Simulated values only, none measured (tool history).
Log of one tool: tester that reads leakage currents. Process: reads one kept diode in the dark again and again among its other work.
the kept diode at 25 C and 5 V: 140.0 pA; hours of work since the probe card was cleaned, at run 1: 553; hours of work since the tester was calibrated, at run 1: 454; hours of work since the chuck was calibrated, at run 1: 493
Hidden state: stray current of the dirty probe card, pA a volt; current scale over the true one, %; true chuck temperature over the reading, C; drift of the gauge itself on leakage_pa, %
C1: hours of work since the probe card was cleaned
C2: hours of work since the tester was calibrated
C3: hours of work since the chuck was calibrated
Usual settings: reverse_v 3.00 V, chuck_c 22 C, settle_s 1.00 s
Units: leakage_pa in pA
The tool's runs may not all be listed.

{"run": 1, "hour": 0.0, "reverse_v": 3.0, "chuck_c": 22, "settle_s": 1.0, "C1": 553, "C2": 454, "C3": 493, "leakage_pa": 97.11}
{"run": 2, "hour": 38.9, "reverse_v": 3.0, "chuck_c": 22, "settle_s": 1.0, "C1": 581, "C2": 481, "C3": 521, "leakage_pa": 98.14}
{"run": 3, "hour": 68.2, "reverse_v": 3.0, "chuck_c": 22, "settle_s": 1.0, "C1": 602, "C2": 502, "C3": 541, "leakage_pa": 98.2}
{"run": 4, "hour": 103.4, "reverse_v": 3.0, "chuck_c": 22, "settle_s": 1.0, "C1": 626, "C2": 527, "C3": 566, "leakage_pa": 99.14}
{"run": 5, "hour": 127.1, "reverse_v": 3.0, "chuck_c": 22, "settle_s": 1.0, "C1": 643, "C2": 543, "C3": 583, "leakage_pa": 99.06}
{"run": 6, "hour": 168.3, "reverse_v": 3.0, "chuck_c": 22, "settle_s": 1.0, "C1": 672, "C2": 572, "C3": 612, "leakage_pa": 99.39}
{"hour": 174.5, "done": "probe card cleaned and baked"}
{"run": 7, "hour": 224.0, "reverse_v": 8.23, "chuck_c": 40, "settle_s": 1.23, "C1": 35, "C2": 610, "C3": 649, "leakage_pa": 673.44}
{"run": 8, "hour": 246.6, "reverse_v": 8.23, "chuck_c": 42, "settle_s": 0.47, "C1": 51, "C2": 626, "C3": 665, "leakage_pa": 790.23}
{"run": 9, "hour": 281.8, "reverse_v": 8.23, "chuck_c": 42, "settle_s": 0.47, "C1": 76, "C2": 650, "C3": 690, "leakage_pa": 794.1}
{"run": 10, "hour": 326.9, "reverse_v": 16.53, "chuck_c": 22, "settle_s": 5.88, "C1": 108, "C2": 682, "C3": 722, "leakage_pa": 232.88}
{"run": 11, "hour": 367.6, "reverse_v": 4.55, "chuck_c": 22, "settle_s": 2.91, "C1": 136, "C2": 711, "C3": 751, "leakage_pa": 125.6}
{"run": 12, "hour": 396.7, "reverse_v": 1.36, "chuck_c": 29, "settle_s": 3.23, "C1": 157, "C2": 732, "C3": 771, "leakage_pa": 127.86}

The same runs without the tool's hidden state, with the same run-to-run variation:
run=1 leakage_pa=86.65
run=2 leakage_pa=87.09
run=3 leakage_pa=86.76
run=4 leakage_pa=87.12
run=5 leakage_pa=86.72
run=6 leakage_pa=86.55
run=7 leakage_pa=594.52
run=8 leakage_pa=698.28
run=9 leakage_pa=698.81
run=10 leakage_pa=186.33
run=11 leakage_pa=104.24
run=12 leakage_pa=109.72

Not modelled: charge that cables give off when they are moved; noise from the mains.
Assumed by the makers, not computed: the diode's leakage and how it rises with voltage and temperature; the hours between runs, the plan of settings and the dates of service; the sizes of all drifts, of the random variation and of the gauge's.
